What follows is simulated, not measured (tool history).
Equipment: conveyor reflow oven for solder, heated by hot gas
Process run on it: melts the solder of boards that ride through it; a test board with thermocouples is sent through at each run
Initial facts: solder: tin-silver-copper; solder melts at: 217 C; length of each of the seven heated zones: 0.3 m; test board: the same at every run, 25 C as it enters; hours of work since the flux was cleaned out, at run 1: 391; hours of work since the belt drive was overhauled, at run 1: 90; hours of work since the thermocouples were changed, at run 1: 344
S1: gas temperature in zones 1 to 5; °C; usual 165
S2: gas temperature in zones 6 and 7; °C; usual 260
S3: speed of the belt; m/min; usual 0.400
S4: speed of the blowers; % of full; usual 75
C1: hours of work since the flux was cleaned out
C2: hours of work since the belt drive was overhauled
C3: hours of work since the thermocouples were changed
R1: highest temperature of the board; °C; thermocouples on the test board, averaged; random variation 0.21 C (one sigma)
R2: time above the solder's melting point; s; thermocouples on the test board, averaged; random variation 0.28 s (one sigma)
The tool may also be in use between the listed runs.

| run | hour | S1 | S2 | S3 | S4 | C1 | C2 | C3 | R1 | R2 |
|---|---|---|---|---|---|---|---|---|---|---|
| 1 | 0.0 | 165 | 260 | 0.400 | 75 | 391 | 90 | 344 | 248.3 | 62.2 |
| 2 | 7.7 | 174 | 260 | 0.400 | 75 | 394 | 94 | 348 | 248.9 | 67.3 |
| 3 | 13.3 | 174 | 260 | 0.400 | 75 | 397 | 96 | 350 | 249.4 | 67.0 |
| 4 | 20.7 | 174 | 260 | 0.400 | 75 | 400 | 100 | 354 | 249.3 | 66.6 |
| 5 | 25.0 | 174 | 260 | 0.400 | 75 | 402 | 102 | 355 | 249.2 | 66.6 |
| 6 | 31.3 | 174 | 260 | 0.400 | 75 | 405 | 105 | 358 | 249.5 | 67.0 |
| 7 | 41.6 | 174 | 260 | 0.400 | 75 | 410 | 109 | 363 | 249.2 | 66.6 |
| 8 | 48.6 | 174 | 260 | 0.400 | 75 | 413 | 112 | 366 | 249.5 | 66.6 |
| 9 | 56.6 | 165 | 274 | 0.400 | 75 | 417 | 116 | 370 | 260.8 | 71.7 |
| 10 | 62.9 | 165 | 274 | 0.400 | 75 | 420 | 119 | 373 | 260.8 | 71.9 |
| 11 | 67.6 | 165 | 274 | 0.400 | 75 | 422 | 121 | 375 | 260.9 | 71.7 |
|  | 73.5 | flux residue cleaned out of gas plates and filters |
| 12 | 77.0 | 165 | 263 | 0.400 | 75 | 2 | 123 | 377 | 252.4 | 65.9 |
| 13 | 81.5 | 165 | 260 | 0.400 | 75 | 4 | 125 | 379 | 249.3 | 64.0 |
| 14 | 88.7 | 163 | 260 | 0.400 | 75 | 7 | 128 | 382 | 249.5 | 63.4 |
| 15 | 95.0 | 163 | 260 | 0.400 | 80 | 10 | 131 | 385 | 249.9 | 63.9 |
| 16 | 103.5 | 165 | 249 | 0.400 | 61 | 14 | 135 | 389 | 237.5 | 49.8 |
| 17 | 108.0 | 165 | 255 | 0.337 | 75 | 16 | 137 | 391 | 248.4 | 77.9 |
| 18 | 117.5 | 165 | 255 | 0.337 | 75 | 20 | 142 | 396 | 248.1 | 77.5 |
| 19 | 125.1 | 175 | 260 | 0.400 | 75 | 24 | 145 | 399 | 250.5 | 68.9 |
| 20 | 129.3 | 175 | 260 | 0.400 | 75 | 26 | 147 | 401 | 250.7 | 68.8 |
| 21 | 134.9 | 165 | 260 | 0.400 | 51 | 28 | 150 | 404 | 245.1 | 58.3 |
| 22 | 141.2 | 165 | 260 | 0.435 | 51 | 31 | 152 | 406 | 242.8 | 49.6 |
| 23 | 151.4 | 165 | 256 | 0.417 | 75 | 36 | 157 | 411 | 244.6 | 56.5 |
| 24 | 158.0 | 179 | 258 | 0.437 | 77 | 39 | 160 | 414 | 247.4 | 61.5 |
| 25 | 165.2 | 165 | 251 | 0.400 | 75 | 42 | 163 | 417 | 240.9 | 55.9 |
| 26 | 171.7 | 179 | 251 | 0.400 | 75 | 45 | 166 | 420 | 243.1 | 63.9 |
| 27 | 180.3 | 178 | 251 | 0.393 | 65 | 49 | 170 | 424 | 241.6 | 63.2 |
| 28 | 184.5 | 156 | 264 | 0.337 | 52 | 51 | 172 | 426 | 252.8 | 76.2 |
| 29 | 190.9 | 175 | 260 | 0.350 | 70 | 54 | 175 | 429 | 252.4 | 82.1 |

What if the next run were any one of these 4? Each begins from the tool's condition after run 29:
| A | 197.0 | 151 | 260 | 0.454 | 58 | 57 | 178 | 432 | ? | ? |
| B | 197.0 | 179 | 260 | 0.397 | 70 | 57 | 178 | 432 | ? | ? |
| C | 197.0 | 159 | 260 | 0.361 | 75 | 57 | 178 | 432 | ? | ? |
| D | 197.0 | 168 | 260 | 0.452 | 65 | 57 | 178 | 432 | ? | ? |

| run | R1 | R2 |
|---|---|---|
| A | 239.7 | 41.2 |
| B | 250.5 | 71.1 |
| C | 251.0 | 71.8 |
| D | 244.5 | 52.2 |
Take away the tool's hidden state, keep each run's random variation, and the runs would have read:
| run | R1 | R2 |
|---|---|---|
| A | 240.1 | 41.6 |
| B | 250.8 | 71.2 |
| C | 251.3 | 72.1 |
| D | 244.8 | 52.5 |

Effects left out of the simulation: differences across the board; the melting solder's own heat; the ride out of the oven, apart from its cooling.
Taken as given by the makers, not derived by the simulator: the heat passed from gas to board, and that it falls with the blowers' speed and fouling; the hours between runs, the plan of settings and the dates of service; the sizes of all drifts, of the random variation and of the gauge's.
